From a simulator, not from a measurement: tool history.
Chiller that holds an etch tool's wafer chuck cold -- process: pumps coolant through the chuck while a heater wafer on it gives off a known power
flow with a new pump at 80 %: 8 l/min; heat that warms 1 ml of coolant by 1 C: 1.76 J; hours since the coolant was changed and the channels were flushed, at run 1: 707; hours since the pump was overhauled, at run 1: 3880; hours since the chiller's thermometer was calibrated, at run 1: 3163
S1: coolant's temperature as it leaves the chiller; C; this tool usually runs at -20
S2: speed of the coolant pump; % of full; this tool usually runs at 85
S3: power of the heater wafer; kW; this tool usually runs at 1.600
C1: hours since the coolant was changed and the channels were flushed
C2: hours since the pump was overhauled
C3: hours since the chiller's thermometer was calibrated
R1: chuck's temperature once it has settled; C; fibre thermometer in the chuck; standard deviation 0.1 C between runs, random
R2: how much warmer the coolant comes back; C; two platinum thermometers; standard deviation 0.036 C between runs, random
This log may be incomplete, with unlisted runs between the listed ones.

run 1 hour=0.0 | S1=-20 S2=85 S3=1.600 | C1=707 C2=3880 C3=3163 | R1=-3.4 R2=6.35
run 2 hour=172.4 | S1=-20 S2=85 S3=1.600 | C1=879 C2=4053 C3=3335 | R1=-3.3 R2=6.34
run 3 hour=264.2 | S1=-20 S2=85 S3=1.600 | C1=971 C2=4144 C3=3427 | R1=-3.3 R2=6.38
run 4 hour=354.3 | S1=-20 S2=85 S3=1.600 | C1=1061 C2=4234 C3=3517 | R1=-3.4 R2=6.41
run 5 hour=479.7 | S1=-20 S2=85 S3=1.600 | C1=1186 C2=4360 C3=3643 | R1=-3.3 R2=6.45
run 6 hour=625.0 | S1=-20 S2=95 S3=1.600 | C1=1332 C2=4505 C3=3788 | R1=-4.9 R2=5.85
run 7 hour=796.1 | S1=-21 S2=86 S3=2.126 | C1=1503 C2=4676 C3=3959 | R1=0.9 R2=8.59
run 8 hour=924.5 | S1=-18 S2=68 S3=1.246 | C1=1631 C2=4805 C3=4087 | R1=-1.9 R2=6.37
run 9 hour=1019.2 | S1=-23 S2=67 S3=1.720 | C1=1726 C2=4899 C3=4182 | R1=-0.9 R2=8.91

What does the tool deliver on the next run?
run 10 hour=1129.0 | S1=-22 S2=79 S3=1.232 | C1=1836 C2=5009 C3=4292 | R1=? R2=?

R1: -8.2 C
R2: 5.42 C
On a tool with no hidden condition, and with the same random variation, this run would have come out at R1 -8.2 C, R2 5.29 C.
